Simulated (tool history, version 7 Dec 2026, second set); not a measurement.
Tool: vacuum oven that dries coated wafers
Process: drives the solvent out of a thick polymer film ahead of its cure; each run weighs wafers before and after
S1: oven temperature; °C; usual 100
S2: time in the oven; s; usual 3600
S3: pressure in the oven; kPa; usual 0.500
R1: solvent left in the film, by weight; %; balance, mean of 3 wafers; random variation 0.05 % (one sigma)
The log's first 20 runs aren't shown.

| run | day | S1 | S2 | S3 | R1 |
|---|---|---|---|---|---|
| 21 | 38.054 | 105 | 5580 | 0.510 | 0.15 |
| 22 | 39.575 | 98 | 4320 | 0.528 | 1.07 |
| 23 | 42.150 | 96 | 3060 | 0.641 | 2.91 |
|  | 42.446 | vacuum gauge cleaned of residue and calibrated |
| 24 | 44.458 | 100 | 3600 | 0.623 | 1.35 |
| 25 | 45.783 | 100 | 3960 | 0.388 | 0.97 |
| 26 | 47.112 | 100 | 3960 | 0.388 | 1.05 |
| 27 | 49.096 | 100 | 3960 | 0.388 | 0.99 |
| 28 | 51.629 | 100 | 3960 | 0.388 | 1.03 |
|  | 52.150 | vacuum gauge cleaned of residue and calibrated, once more |
| 29 | 54.388 | 108 | 3960 | 0.388 | 0.23 |
| 30 | 55.933 | 108 | 3960 | 0.388 | 0.22 |
| 31 | 57.571 | 108 | 3960 | 0.388 | 0.22 |
| 32 | 59.288 | 108 | 1860 | 0.556 | 2.01 |
| 33 | 60.450 | 104 | 3600 | 0.500 | 0.68 |

Forecast each of these 4 alternatives for the next run:
| A | 61.879 | 91 | 2940 | 0.500 | ? |
| B | 61.879 | 98 | 4800 | 0.500 | ? |
| C | 61.879 | 104 | 1860 | 0.317 | ? |
| D | 61.879 | 115 | 6000 | 0.500 | ? |

| run | R1 |
|---|---|
| A | 4.86 |
| B | 0.88 |
| C | 3.08 |
| D | 0.16 |
Without the tool's hidden state the same runs would have given:
| run | R1 |
|---|---|
| A | 4.54 |
| B | 0.77 |
| C | 2.82 |
| D | 0.16 |

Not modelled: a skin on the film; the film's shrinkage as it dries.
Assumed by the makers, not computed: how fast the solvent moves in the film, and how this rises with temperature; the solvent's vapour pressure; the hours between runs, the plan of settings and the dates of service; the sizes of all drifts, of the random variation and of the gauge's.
